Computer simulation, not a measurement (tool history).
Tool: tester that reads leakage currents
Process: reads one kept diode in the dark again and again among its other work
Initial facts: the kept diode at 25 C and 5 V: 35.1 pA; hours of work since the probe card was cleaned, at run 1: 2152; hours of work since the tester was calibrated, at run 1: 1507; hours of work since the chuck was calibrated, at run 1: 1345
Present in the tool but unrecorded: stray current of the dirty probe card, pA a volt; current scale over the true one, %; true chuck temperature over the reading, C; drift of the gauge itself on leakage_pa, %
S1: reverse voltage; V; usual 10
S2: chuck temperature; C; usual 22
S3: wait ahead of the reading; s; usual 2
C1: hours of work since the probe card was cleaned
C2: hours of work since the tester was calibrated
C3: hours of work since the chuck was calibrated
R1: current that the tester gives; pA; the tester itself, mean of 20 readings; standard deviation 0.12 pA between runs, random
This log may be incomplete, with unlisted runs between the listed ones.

run	hour	S1	S2	S3	C1	C2	C3	R1
1	0	10	22	2	2152	1507	1345	50.14
2	64.6	10	22	2	2193	1548	1386	50.87
# hour 91.6: chuck's temperature calibrated
3	133.9	10	22	2	2236	1591	27	44.65
4	169.7	10	22	2	2259	1614	50	44.36
5	207	10	22	2	2283	1638	74	44.76
6	278.8	10	22	2	2329	1684	120	44.84
7	317.2	9.4	22	2	2354	1709	145	44.12
8	358.4	10	22	2	2380	1735	171	45.72
9	396.8	10	22	2	2405	1760	196	45.74
10	448.1	5.9	41	0.53	2438	1793	229	141.26
# hour 455: tester calibrated
11	506.3	5.9	41	0.53	2474	33	265	141.55
12	561.7	5.9	41	0.53	2509	68	300	141.94
13	602.9	5.9	36	3.18	2536	95	327	98.29
14	643.7	1.6	36	0.3	2562	121	353	61.43
15	677.5	16.9	22	3.72	2584	143	375	61.53
16	722.1	10	29	2.71	2612	171	403	75.15
17	782.8	8.9	58	0.4	2651	210	442	539.24
18	842.6	5.9	26	1.09	2690	249	481	49.48

4 ways to go on from here, each from the tool as it stands after run 18. What would each give?
# hour 849.9: tester calibrated, once more
A	915.7	5.9	26	0.59	2735	42	526	?
# hour 849.9: tester calibrated, once more
B	915.7	10	28	2	2735	42	526	?
# hour 849.9: tester calibrated, once more
C	915.7	5.9	32	1.09	2735	42	526	?
# hour 849.9: tester calibrated, once more
D	915.7	1.6	24	2	2735	42	526	?

run	R1
A	50.91
B	72.43
C	76.79
D	25.13
Without the tool's hidden state the same runs would have given:
run	R1
A	41.68
B	57.47
C	66.35
D	22.02
